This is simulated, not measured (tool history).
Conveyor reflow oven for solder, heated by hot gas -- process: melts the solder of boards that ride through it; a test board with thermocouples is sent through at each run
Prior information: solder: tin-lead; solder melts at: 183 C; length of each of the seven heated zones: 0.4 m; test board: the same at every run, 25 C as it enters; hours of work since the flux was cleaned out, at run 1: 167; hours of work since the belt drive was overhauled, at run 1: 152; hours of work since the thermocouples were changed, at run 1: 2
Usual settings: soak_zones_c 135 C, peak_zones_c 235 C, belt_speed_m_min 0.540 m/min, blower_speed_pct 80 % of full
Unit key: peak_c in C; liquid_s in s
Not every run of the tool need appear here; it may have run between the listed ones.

run   hour  soak_zones_c  peak_zones_c  belt_speed_m_min  blower_speed_pct  hours of work since the flux was cleaned out  hours of work since the belt drive was overhauled  hours of work since the thermocouples were changed  peak_c  liquid_s
  1    0.0           135           235             0.540                80                                           167                                                152                                                   2   219.4      68.0
  2   15.1           135           235             0.540                80                                           179                                                163                                                  13   219.1      67.6
  3   31.4           135           235             0.540                80                                           190                                                175                                                  25   219.5      67.5
  4   44.4           149           235             0.540                80                                           200                                                185                                                  34   221.8      75.8
  5   64.5           135           235             0.540                80                                           215                                                199                                                  49   218.6      67.4
  6   79.3           135           238             0.540                80                                           226                                                210                                                  60   220.9      68.7
      97.7  -- flux residue cleaned out of gas plates and filters
  7   97.7           135           238             0.540                80                                             0                                                220                                                  70   224.4      71.7
  8  114.8           135           238             0.540                80                                            13                                                233                                                  83   224.4      71.1
  9  130.3           135           235             0.501                80                                            24                                                244                                                  94   222.9      77.0
 10  151.7           135           235             0.501                80                                            40                                                260                                                 110   223.5      76.9
     156.7  -- belt drive overhauled, speed set with a stopwatch
 11  165.4           135           235             0.501                80                                            47                                                  6                                                 117   223.2      77.3
 12  184.3           135           235             0.501                71                                            61                                                 20                                                 131   220.6      74.7
 13  205.3           125           235             0.540                80                                            76                                                 36                                                 146   219.8      64.3
 14  222.3           125           235             0.540                80                                            89                                                 48                                                 159   219.3      63.8
 15  242.6           125           235             0.540                80                                           104                                                 63                                                 174   219.1      64.4
 16  256.2           125           235             0.540                80                                           114                                                 73                                                 184   219.0      64.4
     278.0  -- belt drive overhauled, speed set with a stopwatch, once more
 17  281.2           125           235             0.540                80                                           129                                                  2                                                 199   218.9      63.2
 18  299.3           125           235             0.540                80                                           143                                                 16                                                 213   218.5      62.6
 19  316.2           142           223             0.540                52                                           155                                                 28                                                 225   202.4      47.4
 20  326.3           122           223             0.540                72                                           163                                                 36                                                 233   204.6      47.2
 21  336.7           122           223             0.540                72                                           170                                                 43                                                 240   205.0      47.2
 22  350.0           122           223             0.540                53                                           180                                                 53                                                 250   197.1      32.6
 23  365.4           135           245             0.540                53                                           191                                                 64                                                 261   217.4      63.6
 24  378.7           121           235             0.506                80                                           201                                                 74                                                 271   218.9      67.6
 25  397.5           124           235             0.506                80                                           215                                                 88                                                 285   220.0      68.3
 26  415.3           124           235             0.506                80                                           228                                                101                                                 298   219.1      68.0
     431.5  -- flux residue cleaned out of gas plates and filters
 27  439.2           145           230             0.540                52                                             6                                                115                                                 312   209.1      59.4
 28  452.5           135           235             0.540                55                                            15                                                125                                                 322   212.3      58.9

What does the tool deliver on the next run?
 29  472.0           135           235             0.540                55                                            30                                                139                                                 336       ?         ?

Run 29 came out at peak_c 212.4 C, liquid_s 59.0 s.
With no hidden state in the tool, this same run would have given peak_c 212.5 C, liquid_s 59.3 s.

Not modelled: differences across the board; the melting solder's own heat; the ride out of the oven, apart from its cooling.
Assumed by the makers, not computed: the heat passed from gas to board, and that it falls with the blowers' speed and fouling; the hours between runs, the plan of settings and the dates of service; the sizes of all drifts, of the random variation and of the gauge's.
